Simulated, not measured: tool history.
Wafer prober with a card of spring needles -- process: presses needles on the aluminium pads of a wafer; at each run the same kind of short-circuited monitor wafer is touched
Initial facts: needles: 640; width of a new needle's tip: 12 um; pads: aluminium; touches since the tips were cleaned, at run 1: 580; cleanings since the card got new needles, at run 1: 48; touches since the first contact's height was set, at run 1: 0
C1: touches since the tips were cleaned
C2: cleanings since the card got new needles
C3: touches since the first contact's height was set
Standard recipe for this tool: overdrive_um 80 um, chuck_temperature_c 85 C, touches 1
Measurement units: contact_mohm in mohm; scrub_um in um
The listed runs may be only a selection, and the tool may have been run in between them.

{"run": 1, "day": 0.0, "overdrive_um": 80, "chuck_temperature_c": 85, "touches": 1, "C1": 580, "C2": 48, "C3": 0, "contact_mohm": 157, "scrub_um": 17.84}
{"day": 0.258, "done": "tips cleaned on abrasive film"}
{"run": 2, "day": 0.262, "overdrive_um": 80, "chuck_temperature_c": 85, "touches": 1, "C1": 56, "C2": 49, "C3": 2940, "contact_mohm": 218, "scrub_um": 17.91}
{"run": 3, "day": 0.496, "overdrive_um": 80, "chuck_temperature_c": 85, "touches": 1, "C1": 2714, "C2": 49, "C3": 5598, "contact_mohm": 213, "scrub_um": 17.83}
{"day": 0.571, "done": "tips cleaned on abrasive film"}
{"run": 4, "day": 0.683, "overdrive_um": 80, "chuck_temperature_c": 65, "touches": 1, "C1": 1284, "C2": 50, "C3": 7686, "contact_mohm": 175, "scrub_um": 17.89}
{"day": 0.875, "done": "tips cleaned on abrasive film"}
{"run": 5, "day": 1.079, "overdrive_um": 80, "chuck_temperature_c": 65, "touches": 1, "C1": 2340, "C2": 51, "C3": 12140, "contact_mohm": 186, "scrub_um": 17.83}
{"day": 1.192, "done": "tips cleaned on abrasive film"}
{"day": 1.362, "done": "tips cleaned on abrasive film, once more"}
{"run": 6, "day": 1.392, "overdrive_um": 80, "chuck_temperature_c": 85, "touches": 2, "C1": 346, "C2": 53, "C3": 15602, "contact_mohm": 145, "scrub_um": 17.8}
{"day": 1.662, "done": "tips cleaned on abrasive film"}
{"run": 7, "day": 1.708, "overdrive_um": 80, "chuck_temperature_c": 85, "touches": 2, "C1": 531, "C2": 54, "C3": 19146, "contact_mohm": 147, "scrub_um": 17.8}
{"day": 1.962, "done": "tips cleaned on abrasive film"}
{"run": 8, "day": 2.121, "overdrive_um": 80, "chuck_temperature_c": 85, "touches": 2, "C1": 1818, "C2": 55, "C3": 23779, "contact_mohm": 161, "scrub_um": 17.79}
{"day": 2.283, "done": "tips cleaned on abrasive film"}
{"run": 9, "day": 2.462, "overdrive_um": 80, "chuck_temperature_c": 68, "touches": 1, "C1": 2055, "C2": 56, "C3": 27609, "contact_mohm": 187, "scrub_um": 17.85}
{"day": 2.579, "done": "tips cleaned on abrasive film"}
{"run": 10, "day": 2.758, "overdrive_um": 80, "chuck_temperature_c": 85, "touches": 1, "C1": 2060, "C2": 57, "C3": 30929, "contact_mohm": 188, "scrub_um": 17.79}
{"day": 2.888, "done": "tips cleaned on abrasive film"}
{"run": 11, "day": 3.025, "overdrive_um": 80, "chuck_temperature_c": 85, "touches": 1, "C1": 1569, "C2": 58, "C3": 33923, "contact_mohm": 179, "scrub_um": 17.89}
{"day": 3.204, "done": "tips cleaned on abrasive film"}
{"run": 12, "day": 3.388, "overdrive_um": 80, "chuck_temperature_c": 85, "touches": 1, "C1": 2096, "C2": 59, "C3": 37971, "contact_mohm": 186, "scrub_um": 17.76}
{"day": 3.508, "done": "tips cleaned on abrasive film"}
{"run": 13, "day": 3.767, "overdrive_um": 80, "chuck_temperature_c": 85, "touches": 1, "C1": 2923, "C2": 60, "C3": 42226, "contact_mohm": 195, "scrub_um": 17.75}
{"day": 3.808, "done": "tips cleaned on abrasive film"}
{"run": 14, "day": 4.012, "overdrive_um": 80, "chuck_temperature_c": 85, "touches": 1, "C1": 2348, "C2": 61, "C3": 45007, "contact_mohm": 191, "scrub_um": 17.8}
{"day": 4.133, "done": "tips cleaned on abrasive film"}
{"run": 15, "day": 4.254, "overdrive_um": 80, "chuck_temperature_c": 85, "touches": 1, "C1": 1377, "C2": 62, "C3": 47693, "contact_mohm": 172, "scrub_um": 17.78}
{"day": 4.45, "done": "tips cleaned on abrasive film"}
{"run": 16, "day": 4.558, "overdrive_um": 80, "chuck_temperature_c": 85, "touches": 1, "C1": 1271, "C2": 63, "C3": 51121, "contact_mohm": 176, "scrub_um": 17.66}
{"day": 4.754, "done": "tips cleaned on abrasive film"}
{"run": 17, "day": 4.808, "overdrive_um": 80, "chuck_temperature_c": 85, "touches": 2, "C1": 611, "C2": 64, "C3": 53908, "contact_mohm": 146, "scrub_um": 17.75}
{"run": 18, "day": 5.012, "overdrive_um": 85, "chuck_temperature_c": 118, "touches": 2, "C1": 2927, "C2": 64, "C3": 56224, "contact_mohm": 169, "scrub_um": 18.81}
{"day": 5.05, "done": "tips cleaned on abrasive film"}
{"run": 19, "day": 5.262, "overdrive_um": 86, "chuck_temperature_c": 105, "touches": 1, "C1": 2426, "C2": 65, "C3": 59017, "contact_mohm": 189, "scrub_um": 18.96}
{"day": 5.346, "done": "tips cleaned on abrasive film"}
{"run": 20, "day": 5.521, "overdrive_um": 66, "chuck_temperature_c": 89, "touches": 1, "C1": 1988, "C2": 66, "C3": 61875, "contact_mohm": 205, "scrub_um": 14.62}
{"day": 5.646, "done": "tips cleaned on abrasive film"}
{"run": 21, "day": 5.825, "overdrive_um": 66, "chuck_temperature_c": 89, "touches": 1, "C1": 2007, "C2": 67, "C3": 65289, "contact_mohm": 207, "scrub_um": 14.58}
{"day": 5.942, "done": "tips cleaned on abrasive film"}
{"run": 22, "day": 6.212, "overdrive_um": 80, "chuck_temperature_c": 104, "touches": 2, "C1": 3058, "C2": 68, "C3": 69663, "contact_mohm": 174, "scrub_um": 17.69}
{"day": 6.238, "done": "tips cleaned on abrasive film"}
{"day": 6.533, "done": "tips cleaned on abrasive film"}
{"run": 23, "day": 6.625, "overdrive_um": 65, "chuck_temperature_c": 122, "touches": 1, "C1": 1050, "C2": 70, "C3": 74278, "contact_mohm": 186, "scrub_um": 14.35}
{"day": 6.842, "done": "tips cleaned on abrasive film"}
{"run": 24, "day": 6.958, "overdrive_um": 61, "chuck_temperature_c": 85, "touches": 1, "C1": 1302, "C2": 71, "C3": 77991, "contact_mohm": 199, "scrub_um": 13.45}
{"day": 7.154, "done": "tips cleaned on abrasive film"}
{"run": 25, "day": 7.362, "overdrive_um": 61, "chuck_temperature_c": 85, "touches": 1, "C1": 2378, "C2": 72, "C3": 82535, "contact_mohm": 229, "scrub_um": 13.39}
{"day": 7.454, "done": "tips cleaned on abrasive film"}
{"run": 26, "day": 7.712, "overdrive_um": 61, "chuck_temperature_c": 85, "touches": 1, "C1": 2915, "C2": 73, "C3": 86470, "contact_mohm": 229, "scrub_um": 13.39}
{"day": 7.75, "done": "tips cleaned on abrasive film"}
{"run": 27, "day": 7.962, "overdrive_um": 80, "chuck_temperature_c": 37, "touches": 2, "C1": 2431, "C2": 74, "C3": 89279, "contact_mohm": 162, "scrub_um": 17.62}
{"day": 8.058, "done": "tips cleaned on abrasive film"}
{"run": 28, "day": 8.242, "overdrive_um": 80, "chuck_temperature_c": 37, "touches": 2, "C1": 2039, "C2": 75, "C3": 92371, "contact_mohm": 159, "scrub_um": 17.66}
{"day": 8.371, "done": "tips cleaned on abrasive film"}
{"run": 29, "day": 8.425, "overdrive_um": 81, "chuck_temperature_c": 29, "touches": 2, "C1": 634, "C2": 76, "C3": 94452, "contact_mohm": 142, "scrub_um": 17.75}
{"day": 8.662, "done": "tips cleaned on abrasive film"}
{"run": 30, "day": 8.754, "overdrive_um": 91, "chuck_temperature_c": 80, "touches": 1, "C1": 1001, "C2": 77, "C3": 98107, "contact_mohm": 163, "scrub_um": 20.07}
{"day": 8.971, "done": "tips cleaned on abrasive film"}
{"run": 31, "day": 9.025, "overdrive_um": 72, "chuck_temperature_c": 124, "touches": 1, "C1": 603, "C2": 78, "C3": 101162, "contact_mohm": 172, "scrub_um": 15.81}
{"day": 9.275, "done": "tips cleaned on abrasive film"}
{"run": 32, "day": 9.321, "overdrive_um": 63, "chuck_temperature_c": 85, "touches": 1, "C1": 532, "C2": 79, "C3": 104490, "contact_mohm": 171, "scrub_um": 13.75}

Consider 3 possible next runs. They are alternatives, not a sequence: every one starts from the tool as it was left by run 32. What does each give?
{"day": 9.583, "done": "tips cleaned on abrasive film"}
{"run": "A", "day": 9.671, "overdrive_um": 89, "chuck_temperature_c": 104, "touches": 1, "C1": 984, "C2": 80, "C3": 108389, "contact_mohm": "?", "scrub_um": "?"}
{"day": 9.583, "done": "tips cleaned on abrasive film"}
{"run": "B", "day": 9.671, "overdrive_um": 93, "chuck_temperature_c": 50, "touches": 2, "C1": 984, "C2": 80, "C3": 108389, "contact_mohm": "?", "scrub_um": "?"}
{"day": 9.583, "done": "tips cleaned on abrasive film"}
{"run": "C", "day": 9.671, "overdrive_um": 80, "chuck_temperature_c": 85, "touches": 1, "C1": 984, "C2": 80, "C3": 108389, "contact_mohm": "?", "scrub_um": "?"}

run=A contact_mohm=163 scrub_um=19.58
run=B contact_mohm=147 scrub_um=20.47
run=C contact_mohm=166 scrub_um=17.48
Without the tool's hidden state the same runs would have given:
run=A contact_mohm=136 scrub_um=19.92
run=B contact_mohm=131 scrub_um=20.82
run=C contact_mohm=134 scrub_um=17.82
